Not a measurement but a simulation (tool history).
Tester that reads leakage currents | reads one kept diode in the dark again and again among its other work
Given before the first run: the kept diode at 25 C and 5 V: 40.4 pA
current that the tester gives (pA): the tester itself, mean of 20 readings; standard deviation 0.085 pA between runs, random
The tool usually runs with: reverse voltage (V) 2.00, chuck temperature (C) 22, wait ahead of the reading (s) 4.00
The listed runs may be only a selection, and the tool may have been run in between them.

run	hour	reverse voltage (V)	chuck temperature (C)	wait ahead of the reading (s)	current that the tester gives (pA)
1	0.0	2.00	22	4.00	26.90
2	58.1	2.00	22	4.00	26.96
3	125.5	2.00	22	4.00	27.06
4	199.7	2.00	22	4.00	27.43
5	248.5	2.00	22	4.00	27.55
6	318.0	2.00	22	4.00	27.95
7	377.0	2.00	22	4.00	28.39
8	423.0	2.00	22	4.00	28.63
9	481.8	2.00	22	4.00	28.61
10	571.6	2.00	22	4.00	29.06
11	623.8	14.95	44	1.20	380.92
12	692.3	14.95	44	1.20	384.30
13	764.6	16.81	29	4.00	131.93
14	842.3	6.93	59	0.89	956.89
15	909.7	2.98	57	5.53	633.19
16	984.5	7.05	37	4.14	172.93
17	1036.7	7.05	48	0.98	423.64
18	1086.4	1.90	21	1.84	28.72
19	1155.5	1.10	31	4.00	55.74
20	1227.7	1.10	31	4.00	55.81

Each row is a separate what-if for the run after 20, all from the same tool condition, not one after another. Results?
A	1302.1	17.60	49	0.82	?
B	1302.1	2.04	35	4.00	?
C	1302.1	1.03	58	4.00	?
D	1302.1	4.11	47	3.31	?

run	current that the tester gives (pA)
A	650.06
B	98.04
C	512.47
D	334.39
With no hidden state in the tool, these same runs would have given:
run	current that the tester gives (pA)
A	517.54
B	78.01
C	436.27
D	275.05
